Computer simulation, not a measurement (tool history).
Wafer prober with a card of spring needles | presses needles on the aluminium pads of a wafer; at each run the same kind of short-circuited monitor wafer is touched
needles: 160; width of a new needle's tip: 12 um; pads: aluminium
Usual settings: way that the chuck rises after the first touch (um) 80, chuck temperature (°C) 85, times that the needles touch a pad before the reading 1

run   hour  way that the chuck rises after the first touch (um)  chuck temperature (°C)  times that the needles touch a pad before the reading  resistance of one needle with its contact and lead (mohm)  way that a needle slides on the pad (um)
  1      0                                                   80                      85                                                      1                                                        150                                        15
       4.8  -- tips cleaned on abrasive film
  2    5.6                                                   80                      85                                                      1                                                        124                                     14.96
  3   11.3                                                   80                      85                                                      1                                                        163                                     15.01
      13.8  -- tips cleaned on abrasive film
  4   18.5                                                   80                      85                                                      1                                                        160                                     14.97
      21.7  -- tips cleaned on abrasive film
  5   28.2                                                   80                      85                                                      1                                                        171                                     14.94
      30.4  -- tips cleaned on abrasive film
      39.1  -- tips cleaned on abrasive film
  6   39.5                                                   80                      85                                                      1                                                        120                                     14.92
      41.2  -- height of the first contact set anew
      47.4  -- tips cleaned on abrasive film
  7   47.7                                                   80                      85                                                      1                                                        116                                     15.43
  8   54.7                                                   80                      85                                                      1                                                        174                                     15.43
      55.5  -- tips cleaned on abrasive film
  9   60.2                                                   80                      85                                                      1                                                        160                                     15.51
      63.8  -- tips cleaned on abrasive film
 10   68.7                                                   80                      85                                                      1                                                        157                                     15.42
      72.5  -- tips cleaned on abrasive film
 11   79.3                                                   80                      73                                                      1                                                        173                                     15.42
      80.4  -- tips cleaned on abrasive film
 12   86.2                                                   80                      73                                                      1                                                        167                                     15.37
      89.3  -- tips cleaned on abrasive film
 13   93.5                                                   80                      85                                                      1                                                        153                                     15.36
      97.6  -- tips cleaned on abrasive film
 14   99.3                                                   80                      85                                                      1                                                        134                                     15.31
     105.8  -- tips cleaned on abrasive film
 15  109.3                                                   75                      90                                                      2                                                        137                                     14.31
     114.2  -- tips cleaned on abrasive film
 16  116.4                                                   75                      40                                                      2                                                        125                                     14.33
     122.6  -- tips cleaned on abrasive film
 17  128.8                                                   84                      30                                                      1                                                        164                                     16.03
     130.6  -- tips cleaned on abrasive film
     138.8  -- tips cleaned on abrasive film
 18  141.4                                                   82                      40                                                      3                                                        116                                     15.61
     147.2  -- tips cleaned on abrasive film
 19  149.8                                                   82                      40                                                      3                                                        119                                     15.62
     155.3  -- tips cleaned on abrasive film
 20  157.2                                                   82                      40                                                      3                                                        117                                     15.57
     163.3  -- tips cleaned on abrasive film
 21  170.1                                                   98                      40                                                      3                                                        121                                     18.65
     172.1  -- tips cleaned on abrasive film
 22  176.9                                                   98                      40                                                      3                                                        116                                     18.66
     180.4  -- tips cleaned on abrasive film
 23  184.8                                                   65                      79                                                      1                                                        178                                     12.21
     188.5  -- tips cleaned on abrasive film
     196.4  -- tips cleaned on abrasive film
 24  198.2                                                   83                      65                                                      2                                                        122                                     15.65
     205.2  -- tips cleaned on abrasive film
 25  209.5                                                   83                      65                                                      2                                                        138                                     15.64
       214  -- tips cleaned on abrasive film
 26  219.9                                                   83                      89                                                      2                                                        144                                     15.63

3 ways to go on from here, each from the tool as it stands after run 26. What would each give?
     222.5  -- tips cleaned on abrasive film
  A  227.4                                                   83                      89                                                      2                                                          ?                                         ?
     222.5  -- tips cleaned on abrasive film
  B  227.4                                                   83                      44                                                      2                                                          ?                                         ?
     222.5  -- tips cleaned on abrasive film
  C  227.4                                                   72                      89                                                      2                                                          ?                                         ?

run  resistance of one needle with its contact and lead (mohm)  way that a needle slides on the pad (um)
  A                                                        140                                     15.64
  B                                                        137                                     15.64
  C                                                        147                                      13.5
Without the tool's hidden state the same runs would have given:
run  resistance of one needle with its contact and lead (mohm)  way that a needle slides on the pad (um)
  A                                                        111                                     16.06
  B                                                        105                                     16.05
  C                                                        108                                     13.91
